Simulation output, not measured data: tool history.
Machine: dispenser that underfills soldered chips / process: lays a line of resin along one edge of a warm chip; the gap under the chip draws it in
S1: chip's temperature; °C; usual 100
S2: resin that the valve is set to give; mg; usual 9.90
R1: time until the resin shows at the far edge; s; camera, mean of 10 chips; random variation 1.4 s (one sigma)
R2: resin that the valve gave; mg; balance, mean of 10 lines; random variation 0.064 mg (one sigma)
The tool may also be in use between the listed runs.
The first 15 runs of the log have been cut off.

{"run": 16, "hour": 112.7, "S1": 102, "S2": 9.9, "R1": 233.3, "R2": 9.04}
{"hour": 117.1, "done": "new syringe of resin"}
{"run": 17, "hour": 120.6, "S1": 102, "S2": 9.9, "R1": 159.4, "R2": 8.87}
{"run": 18, "hour": 127.1, "S1": 102, "S2": 9.9, "R1": 217.3, "R2": 8.76}
{"hour": 132.1, "done": "new syringe of resin"}
{"run": 19, "hour": 133.6, "S1": 110, "S2": 10.01, "R1": 104.1, "R2": 8.97}
{"run": 20, "hour": 143.1, "S1": 110, "S2": 10.01, "R1": 172.6, "R2": 8.84}
{"hour": 146.9, "done": "new syringe of resin"}
{"run": 21, "hour": 150.5, "S1": 100, "S2": 11.59, "R1": 169.3, "R2": 10.13}
{"hour": 155.2, "done": "dispensing valve cleaned and set on the balance"}
{"run": 22, "hour": 160.7, "S1": 109, "S2": 11.54, "R1": 185.5, "R2": 11.51}
{"hour": 163.4, "done": "new syringe of resin"}
{"run": 23, "hour": 169.8, "S1": 87, "S2": 9.23, "R1": 344.8, "R2": 9.19}
{"run": 24, "hour": 174.8, "S1": 87, "S2": 9.23, "R1": 447.8, "R2": 9.15}
{"hour": 178.8, "done": "new syringe of resin"}
{"run": 25, "hour": 182.1, "S1": 88, "S2": 9.3, "R1": 279.1, "R2": 9.24}
{"run": 26, "hour": 192.3, "S1": 114, "S2": 10.4, "R1": 160.9, "R2": 10.15}
{"hour": 193.6, "done": "new syringe of resin"}
{"run": 27, "hour": 198.4, "S1": 107, "S2": 10.88, "R1": 141.1, "R2": 10.7}
{"run": 28, "hour": 203.4, "S1": 98, "S2": 8.5, "R1": 263.3, "R2": 8.34}
{"hour": 208.4, "done": "new syringe of resin"}
{"run": 29, "hour": 212.9, "S1": 109, "S2": 9.9, "R1": 132.1, "R2": 9.6}
{"run": 30, "hour": 220.2, "S1": 109, "S2": 10.21, "R1": 185.3, "R2": 9.86}
{"hour": 223.3, "done": "new syringe of resin"}
{"run": 31, "hour": 226.3, "S1": 106, "S2": 12.65, "R1": 133.1, "R2": 12.23}
{"run": 32, "hour": 232.3, "S1": 85, "S2": 12.27, "R1": 421.5, "R2": 11.91}
{"hour": 238.6, "done": "new syringe of resin"}
{"run": 33, "hour": 239.4, "S1": 102, "S2": 9.9, "R1": 139.1, "R2": 9.49}
{"run": 34, "hour": 246.5, "S1": 102, "S2": 11.95, "R1": 197.8, "R2": 11.31}
{"hour": 253.8, "done": "new syringe of resin"}
{"run": 35, "hour": 257.3, "S1": 99, "S2": 10.75, "R1": 180.8, "R2": 10.1}
{"run": 36, "hour": 268.0, "S1": 104, "S2": 10.91, "R1": 254.6, "R2": 10.02}

3 options for the next run, each taken on its own from the tool as it stands now. Forecast them:
{"hour": 268.9, "done": "new syringe of resin"}
{"run": "A", "hour": 272.9, "S1": 100, "S2": 9.52, "R1": "?", "R2": "?"}
{"hour": 268.9, "done": "new syringe of resin"}
{"run": "B", "hour": 272.9, "S1": 103, "S2": 11.84, "R1": "?", "R2": "?"}
{"hour": 268.9, "done": "new syringe of resin"}
{"run": "C", "hour": 272.9, "S1": 90, "S2": 10.22, "R1": "?", "R2": "?"}

run=A R1=180.3 R2=8.87
run=B R1=158.1 R2=10.99
run=C R1=270.9 R2=9.53
The same runs, with their run-to-run variation unchanged, on a tool lacking any hidden condition would have given:
run=A R1=131.8 R2=9.56
run=B R1=116.8 R2=11.85
run=C R1=197.7 R2=10.27

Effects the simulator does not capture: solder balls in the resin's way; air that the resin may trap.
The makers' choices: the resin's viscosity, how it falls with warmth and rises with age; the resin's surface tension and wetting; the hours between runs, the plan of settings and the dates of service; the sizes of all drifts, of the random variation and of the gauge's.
